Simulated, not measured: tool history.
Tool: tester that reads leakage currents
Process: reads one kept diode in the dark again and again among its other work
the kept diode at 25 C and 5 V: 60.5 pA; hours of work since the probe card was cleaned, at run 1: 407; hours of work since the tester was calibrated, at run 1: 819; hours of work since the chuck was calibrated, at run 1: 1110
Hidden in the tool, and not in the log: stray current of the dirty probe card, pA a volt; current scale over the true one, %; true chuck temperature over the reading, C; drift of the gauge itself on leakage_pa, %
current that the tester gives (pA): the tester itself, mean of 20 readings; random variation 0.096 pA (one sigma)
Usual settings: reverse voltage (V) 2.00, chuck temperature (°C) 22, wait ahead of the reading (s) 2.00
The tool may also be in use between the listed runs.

run    hour  reverse voltage (V)  chuck temperature (°C)  wait ahead of the reading (s)  hours of work since the probe card was cleaned  hours of work since the tester was calibrated  hours of work since the chuck was calibrated  current that the tester gives (pA)
  1     0.0                 2.00                      22                           2.00                                             407                                            819                                          1110                               23.73
  2    77.0                 2.00                      22                           2.00                                             439                                            851                                          1142                               23.57
  3   163.6                 2.00                      22                           2.00                                             476                                            887                                          1178                               23.45
  4   251.5                 2.00                      33                           2.00                                             512                                            924                                          1215                               57.98
  5   318.0                 2.00                      33                           2.00                                             540                                            952                                          1243                               57.89
  6   433.9                 2.00                      33                           2.00                                             589                                           1000                                          1291                               57.39
  7   490.8                 2.00                      22                           2.00                                             612                                           1024                                          1315                               22.98
  8   587.5                 2.00                      22                           2.00                                             653                                           1065                                          1355                               23.03
      630.8  -- chuck's temperature calibrated
  9   701.0                 2.00                      22                           0.34                                             699                                           1111                                            29                               28.75
 10   761.0                 2.00                      34                           2.00                                             725                                           1136                                            54                               73.62
 11   863.3                 5.94                      22                           2.00                                             767                                           1179                                            97                               53.47
 12   972.7                 1.64                      22                           2.00                                             813                                           1225                                           143                               24.29
 13  1081.7                 1.64                      22                           2.00                                             859                                           1270                                           189                               24.34
 14  1197.9                 2.00                      22                           2.00                                             907                                           1319                                           237                               27.44
 15  1266.1                 2.00                      22                           2.00                                             936                                           1347                                           266                               27.19
 16  1329.9                 4.21                      25                           7.75                                             962                                           1374                                           292                               54.22
 17  1387.4                11.38                      35                           1.43                                             987                                           1398                                           316                              218.91
 18  1450.4                 8.32                      25                           1.52                                            1013                                           1425                                           343                               82.60
 19  1542.9                18.73                      25                           0.64                                            1052                                           1463                                           381                              139.51
 20  1617.5                 3.71                      36                           0.89                                            1083                                           1494                                           413                              119.27
 21  1679.8                 5.38                      50                           0.53                                            1109                                           1520                                           439                              421.94
 22  1757.2                 6.49                      29                           0.53                                            1141                                           1553                                           471                               97.65
 23  1853.0                 3.64                      32                           8.38                                            1181                                           1593                                           511                               84.72
 24  1901.3                 5.10                      22                           5.10                                            1201                                           1613                                           531                               46.96
 25  1961.7                 5.10                      22                           5.10                                            1227                                           1638                                           557                               46.59
 26  2012.7                 1.18                      22                           0.33                                            1248                                           1660                                           578                               19.56
 27  2101.0                 2.10                      38                           0.33                                            1285                                           1697                                           615                               97.53

5 ways to go on from here, each from the tool as it stands after run 27. What would each give?
  A  2164.2                12.48                      32                           2.00                                            1311                                           1723                                           641                                   ?
  B  2164.2                18.89                      30                           6.25                                            1311                                           1723                                           641                                   ?
  C  2164.2                15.12                      38                           0.33                                            1311                                           1723                                           641                                   ?
  D  2164.2                 4.80                      22                           0.67                                            1311                                           1723                                           641                                   ?
  E  2164.2                 2.18                      45                           0.40                                            1311                                           1723                                           641                                   ?

run  current that the tester gives (pA)
  A                              178.80
  B                              195.83
  C                              323.06
  D                               46.06
  E                              167.90
Without the tool's hidden state the same runs would have given:
run  current that the tester gives (pA)
  A                              187.42
  B                              201.89
  C                              342.27
  D                               47.33
  E                              181.57
